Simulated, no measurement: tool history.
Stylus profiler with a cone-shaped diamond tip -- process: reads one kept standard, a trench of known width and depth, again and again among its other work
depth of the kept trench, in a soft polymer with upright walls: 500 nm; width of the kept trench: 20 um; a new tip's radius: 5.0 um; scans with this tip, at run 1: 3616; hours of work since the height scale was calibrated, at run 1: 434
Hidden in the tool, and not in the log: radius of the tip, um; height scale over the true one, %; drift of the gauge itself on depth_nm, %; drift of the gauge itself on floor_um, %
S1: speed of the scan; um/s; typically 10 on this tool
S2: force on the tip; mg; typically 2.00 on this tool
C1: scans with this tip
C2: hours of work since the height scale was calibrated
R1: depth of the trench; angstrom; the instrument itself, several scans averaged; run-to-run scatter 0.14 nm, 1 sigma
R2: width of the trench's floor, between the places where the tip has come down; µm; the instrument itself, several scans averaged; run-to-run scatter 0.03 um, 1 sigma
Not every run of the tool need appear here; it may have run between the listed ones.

Run 1, hour 0.0: usual settings; C1 3616; C2 434. Result: R1 5034.6 angstrom, R2 14.86 µm.
Run 2, hour 15.8: usual settings; C1 3718; C2 447. Result: R1 5034.0 angstrom, R2 14.86 µm.
Run 3, hour 45.4: usual settings but S1 5 um/s; C1 3908; C2 469. Result: R1 5036.2 angstrom, R2 14.74 µm.
Run 4, hour 78.6: usual settings but S1 5 um/s; C1 4121; C2 495. Result: R1 5034.5 angstrom, R2 14.69 µm.
Run 5, hour 96.2: usual settings but S1 5 um/s; C1 4235; C2 509. Result: R1 5035.2 angstrom, R2 14.75 µm.
Run 6, hour 112.2: usual settings; C1 4337; C2 521. Result: R1 5032.0 angstrom, R2 14.66 µm.
Run 7, hour 148.9: usual settings; C1 4573; C2 549. Result: R1 5036.1 angstrom, R2 14.60 µm.
Run 8, hour 165.0: usual settings but S1 25 um/s; C1 4676; C2 562. Result: R1 5034.1 angstrom, R2 14.53 µm.
Run 9, hour 188.3: usual settings but S1 12 um/s; C1 4826; C2 580. Result: R1 5033.3 angstrom, R2 14.58 µm.
Run 10, hour 224.5: usual settings but S1 12 um/s; C1 5059; C2 608. Result: R1 5034.6 angstrom, R2 14.50 µm.
Run 11, hour 259.8: usual settings but S2 3.85 mg; C1 5286; C2 635. Result: R1 5056.5 angstrom, R2 14.44 µm.
Run 12, hour 288.0: usual settings but S2 3.85 mg; C1 5467; C2 657. Result: R1 5057.6 angstrom, R2 14.44 µm.
Run 13, hour 323.2: usual settings but S2 3.85 mg; C1 5694; C2 684. Result: R1 5057.8 angstrom, R2 14.36 µm.
Run 14, hour 361.5: usual settings but S2 3.85 mg; C1 5940; C2 713. Result: R1 5055.8 angstrom, R2 14.36 µm.
Run 15, hour 398.9: usual settings but S2 3.85 mg; C1 6180; C2 742. Result: R1 5057.6 angstrom, R2 14.31 µm.
Run 16, hour 418.5: usual settings but S2 3.85 mg; C1 6306; C2 757. Result: R1 5055.1 angstrom, R2 14.36 µm.
Run 17, hour 439.5: usual settings but S1 5 um/s; C1 6441; C2 774. Result: R1 5026.7 angstrom, R2 14.26 µm.
Run 18, hour 460.6: usual settings but S1 5 um/s; C1 6577; C2 790. Result: R1 5029.9 angstrom, R2 14.24 µm.
Run 19, hour 493.8: usual settings but S1 4 um/s, S2 2.07 mg; C1 6791; C2 816. Result: R1 5028.5 angstrom, R2 14.17 µm.
Run 20, hour 525.8: usual settings but S1 26 um/s, S2 1.07 mg; C1 6996; C2 840. Result: R1 5010.6 angstrom, R2 14.10 µm.
Run 21, hour 546.1: usual settings but S1 4 um/s, S2 5.92 mg; C1 7126; C2 856. Result: R1 5079.4 angstrom, R2 14.09 µm.
Run 22, hour 578.4: usual settings but S1 4 um/s, S2 5.92 mg; C1 7334; C2 881. Result: R1 5074.9 angstrom, R2 14.05 µm.
Run 23, hour 613.6: usual settings but S1 4 um/s, S2 5.92 mg; C1 7560; C2 908. Result: R1 5078.4 angstrom, R2 14.02 µm.
At hour 616.6: height scale calibrated on a step standard.
Run 24, hour 652.4: usual settings but S1 4 um/s, S2 5.92 mg; C1 7806; C2 28. Result: R1 5061.1 angstrom, R2 14.02 µm.
Run 25, hour 688.4: usual settings but S1 12 um/s, S2 5.77 mg; C1 8038; C2 55. Result: R1 5058.3 angstrom, R2 13.92 µm.
At hour 700.2: height scale calibrated on a step standard, once more.
Run 26, hour 706.1: usual settings but S1 3 um/s, S2 3.32 mg; C1 8149; C2 5. Result: R1 5062.2 angstrom, R2 13.93 µm.
Run 27, hour 740.8: usual settings but S1 3 um/s, S2 3.32 mg; C1 8372; C2 31. Result: R1 5061.1 angstrom, R2 13.86 µm.
Run 28, hour 757.3: usual settings but S1 3 um/s, S2 2.78 mg; C1 8478; C2 44. Result: R1 5051.2 angstrom, R2 13.88 µm.
Run 29, hour 787.9: usual settings but S2 4.23 mg; C1 8674; C2 68. Result: R1 5072.4 angstrom, R2 13.86 µm.
Run 30, hour 803.8: usual settings but S1 14 um/s, S2 1.28 mg; C1 8777; C2 80. Result: R1 5029.5 angstrom, R2 13.73 µm.
Run 31, hour 833.4: usual settings but S1 14 um/s, S2 1.28 mg; C1 8967; C2 103. Result: R1 5030.6 angstrom, R2 13.71 µm.
Run 32, hour 867.2: usual settings but S1 2 um/s, S2 1.85 mg; C1 9184; C2 129. Result: R1 5038.4 angstrom, R2 13.73 µm.
Run 33, hour 902.6: usual settings but S1 3 um/s, S2 0.78 mg; C1 9412; C2 156. Result: R1 5017.6 angstrom, R2 13.67 µm.
Run 34, hour 934.0: usual settings but S1 30 um/s, S2 1.48 mg; C1 9614; C2 180. Result: R1 5032.7 angstrom, R2 13.56 µm.
Run 35, hour 962.5: usual settings but S1 2 um/s, S2 3.27 mg; C1 9797; C2 202. Result: R1 5060.0 angstrom, R2 13.61 µm.
Run 36, hour 991.1: usual settings but S1 6 um/s, S2 5.52 mg; C1 9981; C2 225. Result: R1 5085.8 angstrom, R2 13.56 µm.

Measured result minus the same run's result without the hidden state. Both carry the same run-to-run variation, though not necessarily the same gauge scatter:
run     R1     R2
  1   -9.8  -0.80
  2  -10.1  -0.82
  3  -10.6  -0.86
  4  -11.1  -0.91
  5  -11.4  -0.93
  6  -11.6  -0.95
  7  -12.3  -1.00
  8  -12.6  -1.02
  9  -12.9  -1.06
 10  -13.5  -1.10
 11  -14.1  -1.15
 12  -14.6  -1.18
 13  -15.2  -1.24
 14  -15.8  -1.28
 15  -16.5  -1.34
 16  -16.8  -1.36
 17  -17.0  -1.39
 18  -17.4  -1.41
 19  -18.0  -1.46
 20  -18.4  -1.49
 21  -19.0  -1.52
 22  -19.5  -1.56
 23  -20.1  -1.61
 24  -32.3  -1.65
 25  -33.0  -1.69
 26   -1.8  -1.71
 27   -2.4  -1.76
 28   -2.6  -1.78
 29   -3.1  -1.82
 30   -3.4  -1.83
 31   -3.9  -1.86
 32   -4.3  -1.91
 33   -4.9  -1.96
 34   -5.4  -1.99
 35   -6.0  -2.03
 36   -6.4  -2.06
